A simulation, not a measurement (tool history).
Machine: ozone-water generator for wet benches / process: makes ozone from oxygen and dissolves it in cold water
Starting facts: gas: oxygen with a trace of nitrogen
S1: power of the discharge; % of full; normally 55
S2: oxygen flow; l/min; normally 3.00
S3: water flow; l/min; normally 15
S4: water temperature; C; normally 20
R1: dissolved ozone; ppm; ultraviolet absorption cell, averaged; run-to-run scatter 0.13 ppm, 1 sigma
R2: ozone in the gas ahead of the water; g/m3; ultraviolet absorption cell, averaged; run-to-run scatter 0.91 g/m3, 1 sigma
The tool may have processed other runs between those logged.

run    hour  S1    S2  S3  S4    R1     R2
  1     0.0  55  3.00  15  20  14.2  151.1
  2    49.4  55  3.00  15  20  14.3  149.6
  3    97.3  55  3.00  15  20  14.3  152.1
  4   136.2  55  3.00  15  20  14.0  151.7
  5   209.7  69  3.00  15  20  16.7  178.1
  6   287.7  55  3.00  15  16  15.1  152.4
  7   363.3  55  3.00  15  16  14.9  151.6
  8   416.5  55  3.00  15  16  15.0  150.5
  9   459.2  55  3.00  23  20   9.4  151.2
 10   527.5  55  3.00  23  20   9.5  149.5
 11   563.6  55  3.00  20  20  11.0  152.7
 12   627.5  55  3.00  20  16  11.2  148.6
 13   676.3  55  3.00  15  20  14.3  148.8
 14   747.3  55  3.00  15  20  13.9  149.7
 15   807.6  55  3.00  12  20  17.0  150.2
 16   856.8  50  3.00  15  20  13.2  140.7
 17   913.5  50  5.08  20  22  11.1  118.1
 18   960.5  50  5.08  20  22  11.0  116.5
 19  1016.5  50  5.08  20  22  11.2  117.4
 20  1090.6  61  5.08  20  22  12.8  134.5
 21  1167.8  42  3.81  20  26   8.9  113.8
 22  1236.7  42  3.81  20  26   9.0  113.7
 23  1300.8  65  3.81  20  26  11.9  157.7
 24  1347.9  65  3.81  20  26  12.1  155.8
 25  1407.0  50  2.58  15  21  12.5  147.0
 26  1440.1  55  2.02  13  20  14.5  173.9
 27  1519.4  55  3.00  15  19  14.3  151.4
 28  1568.9  55  3.39  15  19  14.6  143.6
 29  1604.1  55  3.39  15  19  14.6  144.6
 30  1672.0  55  3.71  15  19  15.1  139.9
 31  1725.6  55  3.71  15  19  15.0  138.8
 32  1783.4  55  3.71  15  19  14.9  140.4

3 ways to go on from here, each from the tool as it stands after run 32. What would each give?
  A  1857.4  55  1.79  20  13   ?   ?
  B  1857.4  55  2.22  18  19   ?   ?
  C  1857.4  70  4.94  15  19   ?   ?

run    R1     R2
  A   9.5  182.6
  B  11.1  170.2
  C  18.8  150.2
Without the tool's hidden state the same runs would have given:
run    R1     R2
  A   9.5  182.7
  B  11.1  170.3
  C  18.8  150.3

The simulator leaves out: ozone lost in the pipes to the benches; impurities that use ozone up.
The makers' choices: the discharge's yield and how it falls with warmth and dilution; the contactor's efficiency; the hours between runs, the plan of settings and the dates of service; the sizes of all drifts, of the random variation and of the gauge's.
